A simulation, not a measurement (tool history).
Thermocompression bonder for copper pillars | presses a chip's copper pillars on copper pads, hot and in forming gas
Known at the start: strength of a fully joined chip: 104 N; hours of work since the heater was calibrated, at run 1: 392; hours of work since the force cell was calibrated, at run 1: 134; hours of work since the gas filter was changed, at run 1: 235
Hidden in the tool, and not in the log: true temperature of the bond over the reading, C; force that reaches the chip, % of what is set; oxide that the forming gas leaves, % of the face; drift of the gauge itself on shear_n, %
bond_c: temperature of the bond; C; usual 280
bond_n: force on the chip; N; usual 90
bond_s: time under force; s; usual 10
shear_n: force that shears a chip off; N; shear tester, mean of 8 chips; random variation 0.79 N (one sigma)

| run | hour | bond_c | bond_n | bond_s | hours of work since the heater was calibrated | hours of work since the force cell was calibrated | hours of work since the gas filter was changed | shear_n |
|---|---|---|---|---|---|---|---|---|
| 1 | 0.0 | 280 | 90 | 10 | 392 | 134 | 235 | 56.0 |
| 2 | 7.3 | 280 | 90 | 10 | 395 | 137 | 238 | 56.6 |
| 3 | 22.3 | 280 | 90 | 10 | 402 | 144 | 245 | 56.0 |
| 4 | 36.1 | 280 | 90 | 10 | 409 | 151 | 252 | 55.1 |
|  | 39.3 | forming gas filter changed |
| 5 | 52.6 | 280 | 90 | 10 | 417 | 159 | 6 | 58.5 |
| 6 | 67.8 | 280 | 90 | 10 | 424 | 166 | 14 | 57.5 |
| 7 | 81.2 | 280 | 90 | 10 | 430 | 173 | 20 | 57.3 |
| 8 | 96.4 | 280 | 90 | 6 | 438 | 180 | 28 | 47.2 |
| 9 | 107.3 | 280 | 90 | 6 | 443 | 185 | 33 | 47.9 |
| 10 | 118.0 | 280 | 90 | 6 | 448 | 190 | 38 | 48.9 |
| 11 | 127.0 | 280 | 90 | 6 | 453 | 195 | 42 | 48.1 |
| 12 | 135.7 | 280 | 90 | 10 | 457 | 199 | 47 | 57.1 |
| 13 | 153.0 | 297 | 90 | 10 | 465 | 207 | 55 | 67.1 |
| 14 | 168.6 | 280 | 90 | 10 | 473 | 215 | 62 | 57.0 |
| 15 | 183.8 | 280 | 90 | 10 | 480 | 222 | 70 | 56.9 |
| 16 | 197.1 | 297 | 90 | 10 | 486 | 228 | 76 | 67.2 |
| 17 | 205.6 | 297 | 90 | 10 | 491 | 233 | 80 | 66.1 |
| 18 | 220.3 | 297 | 90 | 10 | 498 | 240 | 87 | 65.6 |
| 19 | 228.4 | 297 | 90 | 10 | 502 | 244 | 91 | 66.2 |
| 20 | 238.6 | 297 | 90 | 10 | 506 | 249 | 96 | 67.2 |
| 21 | 250.1 | 297 | 90 | 10 | 512 | 254 | 102 | 65.4 |
| 22 | 257.1 | 297 | 90 | 10 | 515 | 257 | 105 | 65.6 |
| 23 | 267.4 | 297 | 79 | 16 | 520 | 262 | 110 | 70.4 |
| 24 | 281.3 | 290 | 119 | 11 | 527 | 269 | 117 | 74.5 |
| 25 | 296.6 | 290 | 119 | 11 | 534 | 277 | 124 | 75.8 |
| 26 | 311.6 | 303 | 70 | 30 | 542 | 284 | 131 | 77.0 |
| 27 | 328.1 | 280 | 55 | 10 | 550 | 292 | 139 | 37.4 |
| 28 | 343.7 | 281 | 89 | 10 | 557 | 299 | 147 | 55.0 |
| 29 | 352.8 | 297 | 112 | 10 | 562 | 304 | 151 | 73.3 |
| 30 | 363.6 | 284 | 92 | 26 | 567 | 309 | 156 | 76.0 |
| 31 | 376.1 | 275 | 64 | 10 | 573 | 315 | 163 | 40.1 |
| 32 | 389.6 | 268 | 95 | 10 | 579 | 321 | 169 | 51.3 |
| 33 | 406.1 | 280 | 90 | 17 | 587 | 329 | 177 | 65.6 |
| 34 | 422.9 | 280 | 90 | 17 | 595 | 337 | 185 | 65.2 |
| 35 | 433.5 | 286 | 71 | 19 | 601 | 343 | 190 | 58.4 |
| 36 | 446.6 | 278 | 67 | 10 | 607 | 349 | 197 | 42.3 |
| 37 | 461.5 | 305 | 57 | 17 | 614 | 356 | 204 | 59.4 |
| 38 | 469.3 | 274 | 95 | 5 | 618 | 360 | 207 | 42.1 |
| 39 | 478.6 | 274 | 95 | 5 | 622 | 364 | 212 | 41.9 |

The same runs without the tool's hidden state, with the same run-to-run variation:
| run | shear_n |
|---|---|
| 1 | 60.8 |
| 2 | 61.5 |
| 3 | 61.0 |
| 4 | 60.1 |
| 5 | 60.9 |
| 6 | 60.1 |
| 7 | 59.9 |
| 8 | 49.7 |
| 9 | 50.5 |
| 10 | 51.6 |
| 11 | 50.9 |
| 12 | 60.2 |
| 13 | 70.3 |
| 14 | 60.3 |
| 15 | 60.4 |
| 16 | 70.8 |
| 17 | 69.8 |
| 18 | 69.4 |
| 19 | 70.1 |
| 20 | 71.2 |
| 21 | 69.4 |
| 22 | 69.7 |
| 23 | 74.7 |
| 24 | 78.8 |
| 25 | 80.4 |
| 26 | 81.6 |
| 27 | 41.0 |
| 28 | 59.7 |
| 29 | 78.3 |
| 30 | 81.2 |
| 31 | 44.2 |
| 32 | 56.3 |
| 33 | 71.2 |
| 34 | 70.9 |
| 35 | 63.9 |
| 36 | 47.0 |
| 37 | 65.1 |
| 38 | 47.0 |
| 39 | 46.8 |
